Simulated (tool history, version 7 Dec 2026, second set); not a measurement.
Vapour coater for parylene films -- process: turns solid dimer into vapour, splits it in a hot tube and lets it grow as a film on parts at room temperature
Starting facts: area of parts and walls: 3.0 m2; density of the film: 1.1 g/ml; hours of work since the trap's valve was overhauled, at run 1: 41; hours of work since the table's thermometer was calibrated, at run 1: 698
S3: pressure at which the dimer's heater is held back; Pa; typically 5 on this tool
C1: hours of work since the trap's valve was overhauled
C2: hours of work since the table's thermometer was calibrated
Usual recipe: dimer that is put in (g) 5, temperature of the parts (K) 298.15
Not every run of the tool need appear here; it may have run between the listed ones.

run 1 hour=0 | dimer_that_is_put_in_(g)=5 temperature_of_the_parts_(K)=298.15 S3=5 | C1=41 C2=698 | thickness_of_the_film_(nm)=870
run 2 hour=72.9 | dimer_that_is_put_in_(g)=5 temperature_of_the_parts_(K)=298.15 S3=5 | C1=101 C2=758 | thickness_of_the_film_(nm)=880
run 3 hour=107.5 | dimer_that_is_put_in_(g)=5 temperature_of_the_parts_(K)=298.15 S3=5 | C1=130 C2=787 | thickness_of_the_film_(nm)=870
run 4 hour=164.4 | dimer_that_is_put_in_(g)=5 temperature_of_the_parts_(K)=298.15 S3=3.88 | C1=178 C2=835 | thickness_of_the_film_(nm)=860
run 5 hour=209.1 | dimer_that_is_put_in_(g)=2 temperature_of_the_parts_(K)=298.15 S3=3.88 | C1=215 C2=872 | thickness_of_the_film_(nm)=340
run 6 hour=249.7 | dimer_that_is_put_in_(g)=5 temperature_of_the_parts_(K)=298.15 S3=3.91 | C1=249 C2=906 | thickness_of_the_film_(nm)=870
run 7 hour=293.6 | dimer_that_is_put_in_(g)=5 temperature_of_the_parts_(K)=298.15 S3=3.91 | C1=286 C2=943 | thickness_of_the_film_(nm)=870
run 8 hour=336.3 | dimer_that_is_put_in_(g)=5 temperature_of_the_parts_(K)=298.15 S3=5 | C1=322 C2=979 | thickness_of_the_film_(nm)=830
run 9 hour=386.4 | dimer_that_is_put_in_(g)=5 temperature_of_the_parts_(K)=298.15 S3=5 | C1=363 C2=1020 | thickness_of_the_film_(nm)=830
run 10 hour=431.8 | dimer_that_is_put_in_(g)=5 temperature_of_the_parts_(K)=298.15 S3=7.18 | C1=401 C2=1058 | thickness_of_the_film_(nm)=810
-- hour=467.4 trap's valve overhauled
run 11 hour=495.7 | dimer_that_is_put_in_(g)=5 temperature_of_the_parts_(K)=298.15 S3=2.26 | C1=24 C2=1108 | thickness_of_the_film_(nm)=940
run 12 hour=537.2 | dimer_that_is_put_in_(g)=5 temperature_of_the_parts_(K)=298.15 S3=2.26 | C1=58 C2=1143 | thickness_of_the_film_(nm)=940
run 13 hour=579.7 | dimer_that_is_put_in_(g)=5 temperature_of_the_parts_(K)=298.15 S3=2.26 | C1=94 C2=1179 | thickness_of_the_film_(nm)=940
run 14 hour=648.5 | dimer_that_is_put_in_(g)=5 temperature_of_the_parts_(K)=298.15 S3=2.26 | C1=151 C2=1236 | thickness_of_the_film_(nm)=910
run 15 hour=690.5 | dimer_that_is_put_in_(g)=6 temperature_of_the_parts_(K)=298.15 S3=2.26 | C1=186 C2=1271 | thickness_of_the_film_(nm)=1090
run 16 hour=748.8 | dimer_that_is_put_in_(g)=6 temperature_of_the_parts_(K)=298.15 S3=2.26 | C1=235 C2=1320 | thickness_of_the_film_(nm)=1100
run 17 hour=795.1 | dimer_that_is_put_in_(g)=6 temperature_of_the_parts_(K)=298.15 S3=2.26 | C1=274 C2=1359 | thickness_of_the_film_(nm)=1080
run 18 hour=850.2 | dimer_that_is_put_in_(g)=5 temperature_of_the_parts_(K)=298.15 S3=5 | C1=320 C2=1405 | thickness_of_the_film_(nm)=860
run 19 hour=880.5 | dimer_that_is_put_in_(g)=5 temperature_of_the_parts_(K)=298.15 S3=5 | C1=345 C2=1430 | thickness_of_the_film_(nm)=860
run 20 hour=940.7 | dimer_that_is_put_in_(g)=5 temperature_of_the_parts_(K)=298.15 S3=5 | C1=395 C2=1480 | thickness_of_the_film_(nm)=830
-- hour=984.2 trap's valve overhauled
run 21 hour=984.2 | dimer_that_is_put_in_(g)=5 temperature_of_the_parts_(K)=298.15 S3=5 | C1=0 C2=1513 | thickness_of_the_film_(nm)=900
run 22 hour=1033.5 | dimer_that_is_put_in_(g)=4 temperature_of_the_parts_(K)=298.15 S3=5 | C1=41 C2=1554 | thickness_of_the_film_(nm)=710
run 23 hour=1072.3 | dimer_that_is_put_in_(g)=3 temperature_of_the_parts_(K)=298.15 S3=5.95 | C1=74 C2=1587 | thickness_of_the_film_(nm)=510
run 24 hour=1116.2 | dimer_that_is_put_in_(g)=4 temperature_of_the_parts_(K)=303.15 S3=2.28 | C1=110 C2=1624 | thickness_of_the_film_(nm)=580
run 25 hour=1187.3 | dimer_that_is_put_in_(g)=4 temperature_of_the_parts_(K)=292.15 S3=8.47 | C1=170 C2=1683 | thickness_of_the_film_(nm)=890
run 26 hour=1227.4 | dimer_that_is_put_in_(g)=5 temperature_of_the_parts_(K)=304.15 S3=2.74 | C1=203 C2=1716 | thickness_of_the_film_(nm)=690
run 27 hour=1266.4 | dimer_that_is_put_in_(g)=4 temperature_of_the_parts_(K)=301.15 S3=5.05 | C1=236 C2=1749 | thickness_of_the_film_(nm)=590
run 28 hour=1306.6 | dimer_that_is_put_in_(g)=6 temperature_of_the_parts_(K)=305.15 S3=4.46 | C1=269 C2=1783 | thickness_of_the_film_(nm)=760
run 29 hour=1379.9 | dimer_that_is_put_in_(g)=2 temperature_of_the_parts_(K)=299.15 S3=5 | C1=331 C2=1844 | thickness_of_the_film_(nm)=310
run 30 hour=1426.3 | dimer_that_is_put_in_(g)=2 temperature_of_the_parts_(K)=299.15 S3=5.13 | C1=369 C2=1883 | thickness_of_the_film_(nm)=320
run 31 hour=1457.1 | dimer_that_is_put_in_(g)=7 temperature_of_the_parts_(K)=295.15 S3=5.62 | C1=395 C2=1908 | thickness_of_the_film_(nm)=1350
-- hour=1501.1 trap's valve overhauled
run 32 hour=1527 | dimer_that_is_put_in_(g)=7 temperature_of_the_parts_(K)=295.15 S3=5.62 | C1=22 C2=1963 | thickness_of_the_film_(nm)=1460
run 33 hour=1600.9 | dimer_that_is_put_in_(g)=4 temperature_of_the_parts_(K)=298.15 S3=10.16 | C1=83 C2=2025 | thickness_of_the_film_(nm)=690
run 34 hour=1646.4 | dimer_that_is_put_in_(g)=5 temperature_of_the_parts_(K)=298.15 S3=5 | C1=121 C2=2063 | thickness_of_the_film_(nm)=880
run 35 hour=1676.9 | dimer_that_is_put_in_(g)=5 temperature_of_the_parts_(K)=297.15 S3=5 | C1=147 C2=2089 | thickness_of_the_film_(nm)=920
run 36 hour=1711.7 | dimer_that_is_put_in_(g)=5 temperature_of_the_parts_(K)=297.15 S3=5 | C1=176 C2=2118 | thickness_of_the_film_(nm)=940
run 37 hour=1765 | dimer_that_is_put_in_(g)=5 temperature_of_the_parts_(K)=299.15 S3=7.59 | C1=221 C2=2162 | thickness_of_the_film_(nm)=820
run 38 hour=1833 | dimer_that_is_put_in_(g)=7 temperature_of_the_parts_(K)=307.15 S3=2.18 | C1=277 C2=2219 | thickness_of_the_film_(nm)=850
run 39 hour=1873.5 | dimer_that_is_put_in_(g)=7 temperature_of_the_parts_(K)=305.15 S3=2.61 | C1=311 C2=2253 | thickness_of_the_film_(nm)=890
-- hour=1879 table's thermometer calibrated
run 40 hour=1904.8 | dimer_that_is_put_in_(g)=7 temperature_of_the_parts_(K)=305.15 S3=2.61 | C1=336 C2=22 | thickness_of_the_film_(nm)=870

Consider 4 possible next runs. They are alternatives, not a sequence: every one starts from the tool as it was left by run 40. What does each give?
run A hour=1952.9 | dimer_that_is_put_in_(g)=3 temperature_of_the_parts_(K)=305.15 S3=2.61 | C1=377 C2=62 | thickness_of_the_film_(nm)=?
run B hour=1952.9 | dimer_that_is_put_in_(g)=7 temperature_of_the_parts_(K)=298.15 S3=5 | C1=377 C2=62 | thickness_of_the_film_(nm)=?
run C hour=1952.9 | dimer_that_is_put_in_(g)=5 temperature_of_the_parts_(K)=298.15 S3=5.06 | C1=377 C2=62 | thickness_of_the_film_(nm)=?
run D hour=1952.9 | dimer_that_is_put_in_(g)=3 temperature_of_the_parts_(K)=306.15 S3=7.42 | C1=377 C2=62 | thickness_of_the_film_(nm)=?

run=A thickness_of_the_film_(nm)=370
run=B thickness_of_the_film_(nm)=1170
run=C thickness_of_the_film_(nm)=800
run=D thickness_of_the_film_(nm)=320
Take away the tool's hidden state, keep each run's random variation, and the runs would have read:
run=A thickness_of_the_film_(nm)=410
run=B thickness_of_the_film_(nm)=1280
run=C thickness_of_the_film_(nm)=880
run=D thickness_of_the_film_(nm)=350
